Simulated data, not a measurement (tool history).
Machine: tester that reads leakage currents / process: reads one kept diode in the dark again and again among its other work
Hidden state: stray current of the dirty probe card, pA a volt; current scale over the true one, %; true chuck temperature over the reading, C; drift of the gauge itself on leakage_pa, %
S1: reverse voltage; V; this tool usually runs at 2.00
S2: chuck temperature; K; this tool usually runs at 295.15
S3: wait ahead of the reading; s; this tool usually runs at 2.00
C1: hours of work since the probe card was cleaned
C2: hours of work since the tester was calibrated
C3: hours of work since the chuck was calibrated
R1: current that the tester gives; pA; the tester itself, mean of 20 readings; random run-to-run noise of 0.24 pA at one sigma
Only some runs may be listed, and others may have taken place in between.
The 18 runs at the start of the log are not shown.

run    hour     S1      S2    S3   C1    C2    C3       R1
 19  3184.3   4.04  323.15  2.00  950  1674  1591  1317.58
     3334.9  -- probe card cleaned and baked
 20  3407.0   1.81  295.15  0.66   45  1812  1729    85.39
 21  3511.7   1.04  295.15  6.31  111  1878  1794    63.05
 22  3754.4   1.04  295.15  6.31  263  2030  1947    64.83
 23  3985.8   8.77  295.15  0.39  408  2175  2092   212.75
     4109.3  -- chuck's temperature calibrated
 24  4131.0   1.86  309.15  5.66  498  2265    14   259.56
 25  4295.5   1.59  295.15  1.97  601  2368   117    71.67
 26  4420.8   2.00  303.15  0.66  680  2447   195   165.35
 27  4610.9   2.00  303.15  0.66  799  2566   315   167.65
 28  4757.8  17.60  294.15  2.00  891  2658   407   258.38
 29  4915.8  17.60  294.15  2.00  990  2757   506   259.28
     5003.1  -- probe card cleaned and baked
 30  5074.6  11.89  320.15  0.34   45  2855   604  1770.87
 31  5219.8   9.31  293.15  0.34  136  2946   695   166.89
 32  5354.6   9.31  295.15  0.34  220  3031   779   201.07

Forecast each of these 5 alternatives for the next run:
  A  5573.2  14.86  295.15  1.70  358  3168  916   ?
  B  5573.2   6.85  305.15  0.62  358  3168  916   ?
  C  5573.2   3.01  294.15  0.60  358  3168  916   ?
  D  5573.2   2.00  309.15  2.00  358  3168  916   ?
  E  5573.2   2.00  295.15  3.02  358  3168  916   ?

run      R1
  A  256.56
  B  404.10
  C   99.50
  D  289.28
  E   86.44
Stripped of hidden state, with their random variation kept, the same runs would have yielded:
run      R1
  A  228.05
  B  366.65
  C   89.31
  D  263.89
  E   77.76
